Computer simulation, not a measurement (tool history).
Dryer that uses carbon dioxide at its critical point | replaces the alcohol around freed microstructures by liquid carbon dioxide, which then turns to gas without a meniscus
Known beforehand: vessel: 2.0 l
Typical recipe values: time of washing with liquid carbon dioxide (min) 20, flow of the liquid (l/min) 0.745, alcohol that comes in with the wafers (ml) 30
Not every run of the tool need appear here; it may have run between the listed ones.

run,hour,time of washing with liquid carbon dioxide (min),flow of the liquid (l/min),alcohol that comes in with the wafers (ml),alcohol left in the vessel before it's heated (ppm by volume)
1,0.0,20,0.745,30,86
2,15.0,20,0.745,64,172
3,29.9,20,0.745,30,93
4,49.5,18,0.745,30,151
5,60.6,18,0.745,30,144
6,72.1,18,0.745,30,152
7,91.6,18,0.745,30,162
8,102.6,18,0.745,30,158
9,123.8,20,0.745,30,110
10,134.0,20,0.745,30,102
11,157.3,20,0.745,30,107
12,178.1,20,0.745,30,124
13,191.8,14,0.745,30,455
14,211.2,14,0.745,30,329
15,222.1,20,0.945,30,35
16,237.0,20,0.945,30,27
17,254.6,30,0.745,30,26
18,277.2,29,0.855,30,18
19,287.2,29,0.855,30,27
20,304.1,19,0.490,30,531
21,319.9,23,0.552,75,385
22,332.6,26,0.655,79,113
23,353.9,20,0.991,23,23
24,371.1,20,0.991,23,24
25,381.0,20,0.991,23,32
26,392.0,20,0.991,23,30
27,416.0,22,0.549,96,733
28,439.2,22,0.549,96,727
29,453.0,12,0.562,34,1667
30,463.4,23,0.985,54,42
31,483.0,15,1.142,27,57
32,501.1,25,0.848,30,31
33,524.1,25,0.848,30,42
34,542.7,26,1.127,30,27

Withheld: 1 entry from between the runs. Position of each, and hidden state at the listed run before versus the listed run after:
Run 13 -> run 14: inlet filter changed (hour 204.3)
  flow that reaches the vessel past the clogged filter, %: 90.5 -> 99.8; alcohol in the recycled carbon dioxide, ppm: 18.4 -> 18.8
  difference, measured minus the result without the unlogged condition, alcohol left in the vessel before it's heated (ppm by volume): +152 -> +17
